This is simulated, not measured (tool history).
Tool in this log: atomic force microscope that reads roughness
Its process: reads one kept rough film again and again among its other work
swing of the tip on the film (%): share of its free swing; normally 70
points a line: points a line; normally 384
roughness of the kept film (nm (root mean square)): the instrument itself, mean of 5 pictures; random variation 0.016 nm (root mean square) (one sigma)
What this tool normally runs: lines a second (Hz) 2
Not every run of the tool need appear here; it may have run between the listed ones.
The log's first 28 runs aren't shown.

run   hour  lines a second (Hz)  swing of the tip on the film (%)  points a line  roughness of the kept film (nm (root mean square))
 29  204.6                 1.26                                70            363                                               3.862
 30  208.6                 0.73                                59            529                                               4.047
 31  216.5                 0.73                                59            367                                               4.034
 32  223.6                 0.71                                70            875                                               3.974
 33  229.6                 2.13                                82            570                                                3.37
 34    238                 2.13                                82            570                                               3.368
 35  244.3                 2.13                                82            570                                               3.357
 36    251                 2.13                                82            570                                               3.322
 37  257.4                 2.53                                79            384                                               3.297
 38  261.3                 1.63                                89            578                                               3.268
 39  268.6                 0.95                                89            507                                               3.572
 40  273.7                 1.58                                70            758                                               3.724
 41  282.4                  0.9                                69            758                                               3.856
 42  287.4                 1.08                                80            384                                               3.674
 43  293.5                    2                                82            384                                               3.319
 44  297.6                    2                                82            384                                               3.285
 45  303.1                    2                                82            384                                               3.304
 46  308.9                 2.41                                82            749                                               3.171
 47    318                 2.41                                82            749                                                3.19
 48    323                 2.02                                70            384                                               3.591
 49  332.1                 3.14                                70            349                                               3.387
 50  338.4                 3.14                                70            349                                                3.36

Run 51 is up next; what results do you expect?
 51  347.6                 3.14                                70            349                                                   ?

Run 51 measured roughness of the kept film (nm (root mean square)) 3.367.
Take away the tool's hidden state, keep the run-to-run variation as it was, and the same run would have given roughness of the kept film (nm (root mean square)) 3.609.
